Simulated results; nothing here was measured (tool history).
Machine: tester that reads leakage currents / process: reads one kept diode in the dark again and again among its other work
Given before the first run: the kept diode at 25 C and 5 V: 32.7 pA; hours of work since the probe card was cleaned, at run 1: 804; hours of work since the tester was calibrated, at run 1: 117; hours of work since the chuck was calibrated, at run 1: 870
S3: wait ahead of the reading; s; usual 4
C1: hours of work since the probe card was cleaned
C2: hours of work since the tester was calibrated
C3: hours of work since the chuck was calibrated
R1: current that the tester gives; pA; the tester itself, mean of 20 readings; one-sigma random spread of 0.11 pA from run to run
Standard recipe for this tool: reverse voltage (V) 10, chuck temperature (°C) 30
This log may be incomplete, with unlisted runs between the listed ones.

Run 1, hour 0: usual settings; C1 804; C2 117; C3 870. Result: R1 64.19 pA.
Run 2, hour 39.5: usual settings; C1 826; C2 140; C3 893. Result: R1 64.07 pA.
Run 3, hour 98.9: usual settings; C1 860; C2 174; C3 927. Result: R1 63.89 pA.
At hour 179.4: chuck's temperature calibrated.
Run 4, hour 179.4: usual settings; C1 905; C2 219; C3 0. Result: R1 66.53 pA.
Run 5, hour 238.1: usual settings; C1 939; C2 252; C3 34. Result: R1 66.43 pA.
Run 6, hour 319.2: usual settings; C1 985; C2 298; C3 80. Result: R1 66.28 pA.
Run 7, hour 352.4: usual settings; C1 1004; C2 317; C3 99. Result: R1 66.35 pA.
Run 8, hour 432.7: usual settings but reverse voltage (V) 4.3; C1 1050; C2 363; C3 145. Result: R1 44.59 pA.
Run 9, hour 509.8: usual settings but reverse voltage (V) 4.3; C1 1094; C2 407; C3 189. Result: R1 44.29 pA.
Run 10, hour 575.5: usual settings but reverse voltage (V) 4.3; C1 1131; C2 445; C3 226. Result: R1 44.27 pA.
Run 11, hour 624.2: usual settings but reverse voltage (V) 4.3, chuck temperature (°C) 52; C1 1159; C2 472; C3 254. Result: R1 188.19 pA.
Run 12, hour 665.5: usual settings but reverse voltage (V) 4.3, chuck temperature (°C) 52; C1 1182; C2 496; C3 277. Result: R1 188.68 pA.
Run 13, hour 717.4: usual settings but reverse voltage (V) 4.3, chuck temperature (°C) 52; C1 1212; C2 526; C3 307. Result: R1 188.37 pA.
Run 14, hour 789.3: usual settings but reverse voltage (V) 4.3, chuck temperature (°C) 52; C1 1253; C2 567; C3 348. Result: R1 188.3 pA.
Run 15, hour 860.5: usual settings but reverse voltage (V) 4.3, chuck temperature (°C) 52, S3 1.07 s; C1 1294; C2 607; C3 389. Result: R1 188.13 pA.
Run 16, hour 926: usual settings but reverse voltage (V) 4.3, chuck temperature (°C) 52, S3 1.07 s; C1 1331; C2 645; C3 426. Result: R1 187.68 pA.
Run 17, hour 988: usual settings but reverse voltage (V) 4.3, chuck temperature (°C) 52, S3 1.07 s; C1 1367; C2 680; C3 462. Result: R1 187.56 pA.
Run 18, hour 1042.6: usual settings but reverse voltage (V) 8.4; C1 1398; C2 711; C3 493. Result: R1 59.97 pA.
Run 19, hour 1115.9: usual settings but S3 0.32 s; C1 1440; C2 753; C3 535. Result: R1 68.53 pA.
At hour 1126.1: probe card cleaned and baked.
Run 20, hour 1169.1: usual settings but S3 0.32 s; C1 25; C2 782; C3 563. Result: R1 68.94 pA.
Run 21, hour 1250.5: usual settings but S3 0.32 s; C1 71; C2 828; C3 610. Result: R1 68.91 pA.
Run 22, hour 1323.7: usual settings but S3 0.32 s; C1 113; C2 870; C3 651. Result: R1 68.74 pA.
Run 23, hour 1391.7: usual settings but S3 0.32 s; C1 152; C2 909; C3 690. Result: R1 68.53 pA.
Run 24, hour 1434: usual settings but reverse voltage (V) 12.3, chuck temperature (°C) 21, S3 0.5 s; C1 176; C2 933; C3 714. Result: R1 41.25 pA.
At hour 1489.6: probe card cleaned and baked, once more.
Run 25, hour 1516.3: usual settings but reverse voltage (V) 2.5, chuck temperature (°C) 49, S3 1.51 s; C1 15; C2 978; C3 760. Result: R1 118.8 pA.
Run 26, hour 1592.4: usual settings but reverse voltage (V) 1.2, S3 2.15 s; C1 59; C2 1022; C3 803. Result: R1 23.38 pA.
Run 27, hour 1651.8: usual settings but reverse voltage (V) 13.6, chuck temperature (°C) 22, S3 0.33 s; C1 93; C2 1056; C3 837. Result: R1 44.87 pA.
Run 28, hour 1731.9: usual settings but reverse voltage (V) 2.9, chuck temperature (°C) 43, S3 0.73 s; C1 138; C2 1101; C3 883. Result: R1 86.16 pA.
Run 29, hour 1773.5: usual settings but reverse voltage (V) 2.9, chuck temperature (°C) 43, S3 0.73 s; C1 162; C2 1125; C3 906. Result: R1 85.73 pA.
Run 30, hour 1855.5: usual settings but reverse voltage (V) 2.9, chuck temperature (°C) 57, S3 2.06 s; C1 209; C2 1172; C3 953. Result: R1 206.72 pA.
At hour 1887.2: chuck's temperature calibrated.
Run 31, hour 1901.8: usual settings but reverse voltage (V) 2.9, chuck temperature (°C) 57, S3 2.06 s; C1 234; C2 1197; C3 8. Result: R1 212.48 pA.
Run 32, hour 1951.7: usual settings but reverse voltage (V) 2.9, chuck temperature (°C) 57, S3 2.06 s; C1 263; C2 1226; C3 37. Result: R1 212.46 pA.
Run 33, hour 2018.6: usual settings but reverse voltage (V) 2.9, chuck temperature (°C) 57, S3 2.06 s; C1 301; C2 1264; C3 75. Result: R1 212.08 pA.
Run 34, hour 2060: usual settings but S3 6.33 s; C1 324; C2 1287; C3 99. Result: R1 64.64 pA.
Run 35, hour 2122.3: usual settings but S3 6.33 s; C1 360; C2 1323; C3 134. Result: R1 64.46 pA.
Run 36, hour 2201: usual settings but S3 6.33 s; C1 405; C2 1368; C3 179. Result: R1 64.24 pA.
Run 37, hour 2269.8: usual settings but S3 6.33 s; C1 444; C2 1407; C3 218. Result: R1 64.35 pA.
Run 38, hour 2332.1: usual settings but reverse voltage (V) 7.9, S3 6.33 s; C1 480; C2 1443; C3 254. Result: R1 57.36 pA.
Run 39, hour 2384: usual settings but reverse voltage (V) 4.5, chuck temperature (°C) 35, S3 5.77 s; C1 509; C2 1472; C3 284. Result: R1 62.21 pA.

Branching from run 39: 4 alternative next runs. What would each branch give?
Run A, hour 2433.8: usual settings but reverse voltage (V) 9.7, chuck temperature (°C) 35, S3 6.51 s; C1 538; C2 1501; C3 312. Result: R1 ?.
Run B, hour 2433.8: usual settings but reverse voltage (V) 7.3, chuck temperature (°C) 22, S3 0.91 s; C1 538; C2 1501; C3 312. Result: R1 ?.
Run C, hour 2433.8: usual settings but reverse voltage (V) 1.8, chuck temperature (°C) 28, S3 7.18 s; C1 538; C2 1501; C3 312. Result: R1 ?.
Run D, hour 2433.8: usual settings but reverse voltage (V) 18.9, chuck temperature (°C) 33, S3 0.76 s; C1 538; C2 1501; C3 312. Result: R1 ?.

run      R1
  A   89.38
  B   31.71
  C   24.81
  D  108.87
Stripped of hidden state, with their random variation kept, the same runs would have yielded:
run      R1
  A   91.36
  B   32.24
  C   25.43
  D  110.87
